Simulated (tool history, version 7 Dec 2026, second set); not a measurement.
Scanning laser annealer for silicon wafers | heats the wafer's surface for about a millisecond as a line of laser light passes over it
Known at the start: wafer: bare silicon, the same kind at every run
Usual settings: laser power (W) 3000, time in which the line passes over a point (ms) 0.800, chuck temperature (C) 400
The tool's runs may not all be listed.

run     day  laser power (W)  time in which the line passes over a point (ms)  chuck temperature (C)  highest temperature of the surface (C)
  1   0.000             3000                                            0.800                    400                                    1230
  2   0.596             3000                                            0.800                    400                                    1226
  3   1.183             3000                                            0.800                    400                                    1226
  4   1.517             3000                                            0.678                    400                                    1164
  5   1.858             3000                                            0.678                    400                                    1166
  6   2.154             3000                                            0.678                    400                                    1165
  7   2.771             2755                                            0.800                    400                                    1160
  8   3.492             2755                                            0.800                    400                                    1157
  9   4.000             3000                                            0.800                    400                                    1224
 10   4.667             3000                                            0.800                    400                                    1219
 11   5.054             3000                                            0.800                    400                                    1223
 12   5.692             3000                                            0.800                    400                                    1223
 13   6.179             3000                                            0.748                    400                                    1199
 14   6.625             3000                                            0.748                    400                                    1199
 15   6.975             3000                                            0.800                    400                                    1222
 16   7.708             3000                                            0.800                    400                                    1220
      7.950  -- optics aligned, line set to its width
 17   8.496             3000                                            0.800                    400                                    1220
 18   9.121             2935                                            0.800                    400                                    1200
 19   9.671             3000                                            0.800                    397                                    1217
 20  10.312             3000                                            0.800                    397                                    1217
 21  10.746             3000                                            0.800                    397                                    1212
 22  11.346             3293                                            0.892                    412                                    1351
     11.688  -- optics aligned, line set to its width, once more
 23  12.262             2777                                            0.842                    380                                    1156
 24  12.829             2777                                            0.842                    380                                    1158
 25  13.508             2777                                            0.746                    425                                    1157
 26  14.192             2777                                            0.746                    383                                    1115
 27  14.596             3266                                            0.822                    381                                    1279
 28  15.196             3140                                            0.854                    381                                    1256
 29  15.908             3025                                            0.838                    363                                    1201
 30  16.462             3025                                            0.838                    363                                    1202
 31  17.192             3006                                            0.848                    373                                    1211
 32  17.608             3006                                            0.629                    364                                    1095
 33  18.171             3006                                            0.629                    364                                    1093
 34  18.858             3006                                            0.629                    364                                    1096
 35  19.567             2705                                            0.800                    428                                    1163
 36  20.296             3211                                            0.787                    396                                    1257
 37  20.983             3192                                            0.787                    396                                    1254
 38  21.421             2960                                            0.757                    396                                    1176

Some steps in highest temperature of the surface (C) between neighbouring runs. How much of each would the tool show without its hidden state too (settings, what came in, random variation), and how much is left for the hidden state, with any gauge scatter that isn't in both results?
The hidden state here: light that passes the window, % of a clean one's; laser's true power over the reading, %; width of the line over the set one, %; drift of the gauge itself on peak_c, C.
Run 21 -> 22: laser power (W) 3000 -> 3293, time in which the line passes over a point (ms) 0.800 -> 0.892, chuck temperature (C) 397 -> 412. highest temperature of the surface (C) +139: hidden state -3, all else +142.
Run 22 -> 23: laser power (W) 3293 -> 2777, time in which the line passes over a point (ms) 0.892 -> 0.842, chuck temperature (C) 412 -> 380, optics aligned, line set to its width, once more. highest temperature of the surface (C) -195: hidden state +4, all else -199.
Run 26 -> 27: laser power (W) 2777 -> 3266, time in which the line passes over a point (ms) 0.746 -> 0.822, chuck temperature (C) 383 -> 381. highest temperature of the surface (C) +164: hidden state -3, all else +167.
Run 35 -> 36: laser power (W) 2705 -> 3211, time in which the line passes over a point (ms) 0.800 -> 0.787, chuck temperature (C) 428 -> 396. highest temperature of the surface (C) +94: hidden state -4, all else +98.

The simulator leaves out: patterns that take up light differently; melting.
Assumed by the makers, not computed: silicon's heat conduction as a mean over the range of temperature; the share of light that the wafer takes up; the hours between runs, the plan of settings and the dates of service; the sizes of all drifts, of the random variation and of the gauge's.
